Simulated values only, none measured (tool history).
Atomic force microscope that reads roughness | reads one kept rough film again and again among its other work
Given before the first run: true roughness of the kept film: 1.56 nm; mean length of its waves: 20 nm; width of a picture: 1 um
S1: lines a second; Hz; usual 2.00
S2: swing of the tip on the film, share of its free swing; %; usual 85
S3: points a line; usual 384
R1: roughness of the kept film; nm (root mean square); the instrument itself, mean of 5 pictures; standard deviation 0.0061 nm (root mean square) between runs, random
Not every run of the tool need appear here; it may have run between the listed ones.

run,day,S1,S2,S3,R1
1,0.000,2.00,85,384,1.047
2,0.679,2.00,66,384,1.131
# day 1.033: new tip fitted
3,1.438,2.00,66,384,1.261
4,2.067,2.00,66,384,1.230
5,3.121,2.00,66,384,1.171
# day 4.054: new tip fitted
6,4.179,1.68,85,384,1.175
7,4.925,1.68,85,384,1.139
8,6.112,2.00,85,647,1.053
9,6.717,2.00,85,647,1.034
# day 7.042: new tip fitted
10,7.396,2.00,85,833,1.149
11,8.625,2.00,85,833,1.085
12,9.512,2.00,85,833,1.040
# day 10.079: new tip fitted
13,10.167,0.51,85,384,1.306
14,11.312,2.00,63,384,1.226
15,12.321,3.68,63,533,1.134
16,12.838,3.68,63,533,1.101
# day 13.083: new tip fitted
17,14.150,3.68,63,533,1.199
18,15.358,1.01,63,533,1.208
# day 16.088: new tip fitted
19,16.188,1.01,63,533,1.342
20,16.975,0.54,60,452,1.317
21,18.158,2.00,83,673,1.083
# day 19.146: new tip fitted
22,19.321,2.00,83,673,1.195
23,20.162,2.00,83,673,1.122
24,21.288,2.00,83,673,1.080
25,22.054,0.72,86,724,1.142
# day 22.162: new tip fitted
26,22.854,3.77,58,384,1.252
27,23.571,0.66,85,501,1.230
28,24.246,0.95,76,285,1.173

Forecast each of these 4 alternatives for the next run:
# day 25.133: new tip fitted
A,25.262,0.95,73,614,?
# day 25.133: new tip fitted
B,25.262,1.44,85,384,?
# day 25.133: new tip fitted
C,25.262,0.83,62,331,?
# day 25.133: new tip fitted
D,25.262,2.00,64,384,?

run,R1
A,1.322
B,1.204
C,1.331
D,1.292
The same runs, with their run-to-run variation unchanged, on a tool lacking any hidden condition would have given:
run,R1
A,1.329
B,1.211
C,1.339
D,1.299
